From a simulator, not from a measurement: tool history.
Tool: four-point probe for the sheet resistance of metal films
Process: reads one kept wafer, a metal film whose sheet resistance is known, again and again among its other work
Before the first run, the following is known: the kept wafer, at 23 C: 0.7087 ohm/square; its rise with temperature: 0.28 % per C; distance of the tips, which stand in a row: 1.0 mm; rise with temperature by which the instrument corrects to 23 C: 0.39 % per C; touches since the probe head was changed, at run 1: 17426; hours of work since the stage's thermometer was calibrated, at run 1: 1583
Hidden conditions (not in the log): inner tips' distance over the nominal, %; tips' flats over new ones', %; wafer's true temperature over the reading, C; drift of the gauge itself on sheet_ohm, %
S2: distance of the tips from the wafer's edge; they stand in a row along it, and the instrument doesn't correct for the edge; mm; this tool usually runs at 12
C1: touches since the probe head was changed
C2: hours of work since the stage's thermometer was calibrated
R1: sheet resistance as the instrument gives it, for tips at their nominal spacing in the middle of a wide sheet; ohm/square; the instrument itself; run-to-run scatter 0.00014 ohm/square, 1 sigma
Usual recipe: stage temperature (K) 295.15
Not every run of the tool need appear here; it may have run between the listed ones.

Run 1, hour 0: usual settings; C1 17426; C2 1583. Result: R1 0.712313 ohm/square.
Run 2, hour 52.1: usual settings but S2 26 mm; C1 18116; C2 1606. Result: R1 0.710288 ohm/square.
Run 3, hour 79.7: usual settings but S2 26 mm; C1 18482; C2 1618. Result: R1 0.710171 ohm/square.
Run 4, hour 105.7: usual settings but S2 26 mm; C1 18826; C2 1629. Result: R1 0.710116 ohm/square.
Run 5, hour 132.5: usual settings but S2 26 mm; C1 19181; C2 1641. Result: R1 0.709734 ohm/square.
Run 6, hour 172.3: usual settings but S2 26 mm; C1 19709; C2 1659. Result: R1 0.710256 ohm/square.
Run 7, hour 196.2: usual settings but S2 26 mm; C1 20026; C2 1669. Result: R1 0.709906 ohm/square.
Run 8, hour 245: usual settings but S2 13 mm; C1 20672; C2 1690. Result: R1 0.711873 ohm/square.
Run 9, hour 286.2: usual settings but S2 13 mm; C1 21219; C2 1708. Result: R1 0.711836 ohm/square.
Run 10, hour 316.9: usual settings but S2 5 mm; C1 21626; C2 1722. Result: R1 0.724411 ohm/square.
Run 11, hour 366.6: usual settings but S2 5 mm; C1 22283; C2 1744. Result: R1 0.723983 ohm/square.
Run 12, hour 390.8: usual settings but S2 5 mm; C1 22605; C2 1754. Result: R1 0.724188 ohm/square.
Run 13, hour 414.2: usual settings but S2 5 mm; C1 22915; C2 1765. Result: R1 0.724276 ohm/square.
Run 14, hour 437.5: usual settings but S2 5 mm; C1 23223; C2 1775. Result: R1 0.724206 ohm/square.
Run 15, hour 459.4: usual settings but S2 5 mm; C1 23514; C2 1784. Result: R1 0.724156 ohm/square.
Run 16, hour 512.5: usual settings but stage temperature (K) 297.15, S2 9 mm; C1 24217; C2 1808. Result: R1 0.712256 ohm/square.
Run 17, hour 566.2: usual settings but stage temperature (K) 302.15, S2 43 mm; C1 24928; C2 1831. Result: R1 0.703821 ohm/square.

Predict the results of run 18:
Run 18, hour 590.6: usual settings but stage temperature (K) 296.15, S2 19 mm; C1 25253; C2 1842. Result: R1 ?.

R1: 0.709239 ohm/square
Take away the tool's hidden state, keep the run-to-run variation as it was, and the same run would have given R1 0.709761 ohm/square.

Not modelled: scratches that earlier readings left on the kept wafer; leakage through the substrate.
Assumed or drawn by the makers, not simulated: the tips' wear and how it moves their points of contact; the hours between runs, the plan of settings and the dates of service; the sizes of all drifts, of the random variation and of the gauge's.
